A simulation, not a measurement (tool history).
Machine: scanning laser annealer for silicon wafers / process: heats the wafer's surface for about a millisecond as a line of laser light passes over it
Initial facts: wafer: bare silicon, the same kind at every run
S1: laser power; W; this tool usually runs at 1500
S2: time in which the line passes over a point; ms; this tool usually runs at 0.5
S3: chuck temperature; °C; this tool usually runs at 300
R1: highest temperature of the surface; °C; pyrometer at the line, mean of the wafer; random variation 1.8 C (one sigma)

run 1 day=0 | S1=1500 S2=0.5 S3=300 | R1=1020
run 2 day=0.846 | S1=1500 S2=0.5 S3=300 | R1=1021
run 3 day=1.558 | S1=1500 S2=0.5 S3=300 | R1=1022
run 4 day=2.033 | S1=1500 S2=0.411 S3=300 | R1=942
run 5 day=2.75 | S1=1500 S2=0.411 S3=300 | R1=940
run 6 day=3.625 | S1=1500 S2=0.411 S3=300 | R1=941
-- day=4.375 optics aligned, line set to its width
run 7 day=5.021 | S1=1500 S2=0.411 S3=300 | R1=937
run 8 day=5.679 | S1=1500 S2=0.411 S3=300 | R1=936
-- day=6.488 window over the wafer cleaned
run 9 day=6.792 | S1=1500 S2=0.5 S3=301 | R1=1053
run 10 day=7.579 | S1=1500 S2=0.5 S3=301 | R1=1047
run 11 day=8.462 | S1=1500 S2=0.5 S3=300 | R1=1052
run 12 day=9.467 | S1=1500 S2=0.456 S3=300 | R1=1010
-- day=9.842 optics aligned, line set to its width, once more
run 13 day=10.521 | S1=1500 S2=0.456 S3=300 | R1=1016
run 14 day=11.504 | S1=1500 S2=0.456 S3=300 | R1=1015
run 15 day=12.233 | S1=1500 S2=0.456 S3=300 | R1=1012
run 16 day=13.358 | S1=1500 S2=0.456 S3=285 | R1=997
run 17 day=13.833 | S1=1500 S2=0.456 S3=285 | R1=998
run 18 day=14.342 | S1=1500 S2=0.456 S3=285 | R1=995
run 19 day=15.304 | S1=1500 S2=0.456 S3=285 | R1=994
run 20 day=16.429 | S1=1400 S2=0.5 S3=273 | R1=971
run 21 day=17.438 | S1=1282 S2=0.5 S3=273 | R1=913
run 22 day=18.279 | S1=1282 S2=0.372 S3=270 | R1=811
run 23 day=19.446 | S1=1282 S2=0.372 S3=270 | R1=808
run 24 day=20.325 | S1=1432 S2=0.368 S3=267 | R1=856
run 25 day=21.375 | S1=1432 S2=0.365 S3=274 | R1=861
run 26 day=22.15 | S1=1500 S2=0.361 S3=300 | R1=909
run 27 day=22.829 | S1=1500 S2=0.361 S3=300 | R1=908
run 28 day=23.788 | S1=1378 S2=0.361 S3=279 | R1=841
run 29 day=24.571 | S1=1420 S2=0.391 S3=291 | R1=891
run 30 day=25.2 | S1=1293 S2=0.406 S3=331 | R1=892

Predict the results of run 31:
run 31 day=25.738 | S1=1322 S2=0.599 S3=300 | R1=?

{"run 31": {"R1": 1016}}
Take away the tool's hidden state, keep the run-to-run variation as it was, and the same run would have given R1 1054 °C.

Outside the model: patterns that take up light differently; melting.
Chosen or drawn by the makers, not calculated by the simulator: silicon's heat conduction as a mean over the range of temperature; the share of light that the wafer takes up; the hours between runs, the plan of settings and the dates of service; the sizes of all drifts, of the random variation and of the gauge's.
